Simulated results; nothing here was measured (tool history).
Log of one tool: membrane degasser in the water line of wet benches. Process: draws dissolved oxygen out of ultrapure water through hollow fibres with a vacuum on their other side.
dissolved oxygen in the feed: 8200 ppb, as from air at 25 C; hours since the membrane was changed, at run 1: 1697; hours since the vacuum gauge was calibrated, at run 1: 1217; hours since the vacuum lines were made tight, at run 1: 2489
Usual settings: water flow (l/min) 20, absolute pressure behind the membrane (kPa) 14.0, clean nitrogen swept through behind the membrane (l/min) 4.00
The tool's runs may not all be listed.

run   hour  water flow (l/min)  absolute pressure behind the membrane (kPa)  clean nitrogen swept through behind the membrane (l/min)  hours since the membrane was changed  hours since the vacuum gauge was calibrated  hours since the vacuum lines were made tight  dissolved oxygen in the water behind the degasser (ppb)  pressure that the water loses in the fibres (kPa)
  1    0.0                  20                                         14.0                                                      4.00                                  1697                                         1217                                          2489                                                    135.9                                              39.17
  2   57.6                  20                                         14.0                                                      4.00                                  1755                                         1274                                          2547                                                    136.3                                              39.47
  3  111.7                  13                                         14.0                                                      4.00                                  1809                                         1328                                          2601                                                     87.5                                              25.36
  4  174.4                  13                                         14.0                                                      4.00                                  1872                                         1391                                          2663                                                     86.7                                              25.22
  5  210.7                  20                                         21.7                                                      4.00                                  1908                                         1427                                          2700                                                    227.0                                              39.34
  6  278.1                  20                                         21.7                                                      4.00                                  1976                                         1495                                          2767                                                    225.2                                              39.31

Run 7 comes next. What will it give?
     285.1  -- vacuum gauge calibrated
  7  332.1                  20                                         24.8                                                      5.58                                  2029                                           47                                          2821                                                        ?                                                  ?

{"run 7": {"dissolved oxygen in the water behind the degasser (ppb)": 193.9, "pressure that the water loses in the fibres (kPa)": 39.32}}
Without the tool's hidden state the same run would have given dissolved oxygen in the water behind the degasser (ppb) 191.7, pressure that the water loses in the fibres (kPa) 38.64.

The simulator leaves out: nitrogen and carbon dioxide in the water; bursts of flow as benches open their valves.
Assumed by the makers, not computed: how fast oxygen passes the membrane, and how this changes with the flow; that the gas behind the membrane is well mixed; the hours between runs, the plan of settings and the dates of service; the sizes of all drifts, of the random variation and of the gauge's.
